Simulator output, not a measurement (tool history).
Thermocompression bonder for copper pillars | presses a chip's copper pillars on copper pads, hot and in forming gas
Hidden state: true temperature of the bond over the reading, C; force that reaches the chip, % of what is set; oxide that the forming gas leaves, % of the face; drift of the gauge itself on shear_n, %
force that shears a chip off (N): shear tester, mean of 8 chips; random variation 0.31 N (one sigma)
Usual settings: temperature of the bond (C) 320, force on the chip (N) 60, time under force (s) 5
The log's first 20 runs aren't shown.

run   hour  temperature of the bond (C)  force on the chip (N)  time under force (s)  hours of work since the heater was calibrated  hours of work since the force cell was calibrated  hours of work since the gas filter was changed  force that shears a chip off (N)
 21  251.8                          320                     60                     5                                            575                                                618                                             214                              89.1
 22  265.8                          312                     56                     5                                            583                                                626                                             221                              81.5
 23  274.8                          324                     60                     7                                            588                                                631                                             226                              98.2
 24  286.5                          324                     60                     7                                            594                                                637                                             233                              98.6
 25  298.6                          324                     60                     7                                            601                                                644                                             239                              98.4
 26  316.7                          350                     60                    15                                            611                                                654                                             249                             118.9
 27  330.4                          350                     60                    15                                            618                                                661                                             257                             120.3
 28  346.2                          350                     60                    15                                            627                                                670                                             265                             120.7
 29  362.5                          350                     60                    15                                            636                                                679                                             274                             120.3
 30  381.3                          316                     60                     5                                            646                                                689                                             284                              86.8
 31  396.6                          316                     50                     5                                            655                                                698                                             293                              79.5
 32  416.7                          334                     90                     9                                            666                                                709                                             304                             118.2
     420.1  -- forming gas filter changed
 33  430.8                          326                     60                     5                                            673                                                716                                               6                              93.2
 34  449.5                          306                     60                     5                                            683                                                726                                              16                              81.6
 35  460.2                          318                     80                     5                                            689                                                732                                              22                              99.4
 36  478.1                          347                     48                     4                                            699                                                742                                              32                              89.7
 37  491.9                          323                     54                     3                                            706                                                750                                              39                              75.1
 38  509.7                          328                     60                    11                                            716                                                759                                              49                             110.8
 39  524.0                          291                     74                     8                                            724                                                767                                              57                              92.2
     531.9  -- gauge calibrated
 40  535.9                          305                     60                     3                                            731                                                774                                              63                              67.1
 41  546.2                          292                     53                     4                                            736                                                779                                              69                              62.0

Forecast each of these 3 alternatives for the next run:
  A  559.1                          293                     45                     8                                            743                                                786                                              76                                 ?
  B  559.1                          292                     41                     8                                            743                                                786                                              76                                 ?
  C  559.1                          322                     84                     5                                            743                                                786                                              76                                 ?

run  force that shears a chip off (N)
  A                              72.1
  B                              68.6
  C                             100.4
Without the tool's hidden state the same runs would have given:
run  force that shears a chip off (N)
  A                              72.0
  B                              68.5
  C                             100.3
